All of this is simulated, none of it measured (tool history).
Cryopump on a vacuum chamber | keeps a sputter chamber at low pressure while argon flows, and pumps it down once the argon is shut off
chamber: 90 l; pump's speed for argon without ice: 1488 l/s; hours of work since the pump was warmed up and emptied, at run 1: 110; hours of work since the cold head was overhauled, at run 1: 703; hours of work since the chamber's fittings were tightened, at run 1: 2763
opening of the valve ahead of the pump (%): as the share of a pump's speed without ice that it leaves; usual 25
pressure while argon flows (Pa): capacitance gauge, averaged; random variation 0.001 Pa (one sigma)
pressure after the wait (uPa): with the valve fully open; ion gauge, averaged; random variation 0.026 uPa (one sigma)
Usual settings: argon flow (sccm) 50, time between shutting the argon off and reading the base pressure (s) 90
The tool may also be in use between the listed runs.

| run | hour | argon flow (sccm) | time between shutting the argon off and reading the base pressure (s) | opening of the valve ahead of the pump (%) | hours of work since the pump was warmed up and emptied | hours of work since the cold head was overhauled | hours of work since the chamber's fittings were tightened | pressure while argon flows (Pa) | pressure after the wait (uPa) |
|---|---|---|---|---|---|---|---|---|---|
| 1 | 0 | 50 | 90 | 25 | 110 | 703 | 2763 | 0.2292 | 2.86 |
| 2 | 67.6 | 50 | 90 | 25 | 144 | 737 | 2797 | 0.2308 | 2.94 |
| 3 | 113.5 | 50 | 82 | 25 | 167 | 760 | 2820 | 0.2313 | 3.06 |
| 4 | 168.6 | 50 | 90 | 25 | 195 | 788 | 2848 | 0.2339 | 2.95 |
| 5 | 237.4 | 50 | 90 | 25 | 230 | 823 | 2882 | 0.2326 | 3.14 |
| 6 | 296.2 | 50 | 90 | 25 | 259 | 853 | 2912 | 0.2351 | 3.11 |
| 7 | 367.8 | 89 | 90 | 25 | 295 | 889 | 2948 | 0.4182 | 3.07 |
| 8 | 415.9 | 89 | 90 | 25 | 320 | 913 | 2972 | 0.4179 | 3.05 |
| 9 | 480 | 89 | 90 | 25 | 352 | 945 | 3005 | 0.4208 | 3.25 |
| 10 | 536.5 | 89 | 90 | 25 | 380 | 974 | 3033 | 0.4264 | 3.3 |
| 11 | 606.9 | 89 | 182 | 40 | 416 | 1009 | 3069 | 0.2701 | 2.79 |
| 12 | 661.3 | 89 | 66 | 16 | 443 | 1037 | 3096 | 0.6525 | 3.64 |
| 13 | 734.5 | 66 | 119 | 25 | 480 | 1074 | 3133 | 0.3135 | 3.11 |

Forecast run 14:
| 14 | 805.8 | 50 | 141 | 25 | 516 | 1110 | 3169 | ? | ? |

Run 14 gave pressure while argon flows (Pa) 0.2427, pressure after the wait (uPa) 3.17.
Without the tool's hidden state the same run would have given pressure while argon flows (Pa) 0.2294, pressure after the wait (uPa) 0.78.
